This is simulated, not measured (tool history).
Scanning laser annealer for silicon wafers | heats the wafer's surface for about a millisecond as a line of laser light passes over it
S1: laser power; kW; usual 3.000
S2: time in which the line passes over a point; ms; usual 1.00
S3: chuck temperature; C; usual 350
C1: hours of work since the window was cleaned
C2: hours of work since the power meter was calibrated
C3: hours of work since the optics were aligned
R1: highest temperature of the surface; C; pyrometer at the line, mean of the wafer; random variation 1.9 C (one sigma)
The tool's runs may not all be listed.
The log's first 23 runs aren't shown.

{"run": 24, "hour": 810.0, "S1": 2.795, "S2": 1.0, "S3": 371, "C1": 23, "C2": 2212, "C3": 42, "R1": 1118}
{"run": 25, "hour": 848.4, "S1": 2.795, "S2": 1.0, "S3": 371, "C1": 53, "C2": 2242, "C3": 73, "R1": 1116}
{"run": 26, "hour": 883.4, "S1": 2.971, "S2": 0.77, "S3": 350, "C1": 80, "C2": 2270, "C3": 100, "R1": 1032}
{"run": 27, "hour": 934.2, "S1": 2.971, "S2": 0.77, "S3": 350, "C1": 120, "C2": 2310, "C3": 140, "R1": 1031}
{"run": 28, "hour": 960.6, "S1": 2.869, "S2": 1.0, "S3": 334, "C1": 141, "C2": 2330, "C3": 161, "R1": 1092}
{"run": 29, "hour": 996.8, "S1": 2.869, "S2": 1.0, "S3": 334, "C1": 170, "C2": 2359, "C3": 189, "R1": 1094}
{"run": 30, "hour": 1040.9, "S1": 2.869, "S2": 1.0, "S3": 383, "C1": 204, "C2": 2393, "C3": 224, "R1": 1146}
{"run": 31, "hour": 1084.3, "S1": 3.178, "S2": 1.0, "S3": 348, "C1": 238, "C2": 2427, "C3": 258, "R1": 1190}
{"run": 32, "hour": 1129.2, "S1": 3.021, "S2": 1.0, "S3": 350, "C1": 274, "C2": 2463, "C3": 293, "R1": 1150}
{"run": 33, "hour": 1170.4, "S1": 2.739, "S2": 1.0, "S3": 319, "C1": 306, "C2": 2495, "C3": 325, "R1": 1039}
{"run": 34, "hour": 1204.2, "S1": 3.257, "S2": 0.73, "S3": 320, "C1": 332, "C2": 2522, "C3": 352, "R1": 1039}
{"run": 35, "hour": 1228.0, "S1": 3.257, "S2": 0.84, "S3": 350, "C1": 351, "C2": 2540, "C3": 371, "R1": 1131}
{"run": 36, "hour": 1274.8, "S1": 3.257, "S2": 0.84, "S3": 337, "C1": 388, "C2": 2577, "C3": 407, "R1": 1114}
{"run": 37, "hour": 1308.9, "S1": 3.0, "S2": 1.24, "S3": 350, "C1": 415, "C2": 2604, "C3": 434, "R1": 1243}
{"run": 38, "hour": 1355.4, "S1": 3.022, "S2": 1.0, "S3": 329, "C1": 451, "C2": 2640, "C3": 471, "R1": 1119}
{"run": 39, "hour": 1405.8, "S1": 3.022, "S2": 1.0, "S3": 329, "C1": 491, "C2": 2680, "C3": 510, "R1": 1122}
{"run": 40, "hour": 1429.7, "S1": 3.022, "S2": 1.0, "S3": 344, "C1": 509, "C2": 2699, "C3": 529, "R1": 1135}

4 ways to go on from here, each from the tool as it stands after run 40. What would each give?
{"run": "A", "hour": 1475.2, "S1": 3.022, "S2": 0.93, "S3": 344, "C1": 545, "C2": 2734, "C3": 565, "R1": "?"}
{"run": "B", "hour": 1475.2, "S1": 2.673, "S2": 0.76, "S3": 350, "C1": 545, "C2": 2734, "C3": 565, "R1": "?"}
{"run": "C", "hour": 1475.2, "S1": 2.705, "S2": 0.79, "S3": 378, "C1": 545, "C2": 2734, "C3": 565, "R1": "?"}
{"run": "D", "hour": 1475.2, "S1": 3.123, "S2": 0.8, "S3": 350, "C1": 545, "C2": 2734, "C3": 565, "R1": "?"}

run=A R1=1100
run=B R1=944
run=C R1=995
run=D R1=1066
Without the tool's hidden state the same runs would have given:
run=A R1=1108
run=B R1=950
run=C R1=1002
run=D R1=1074
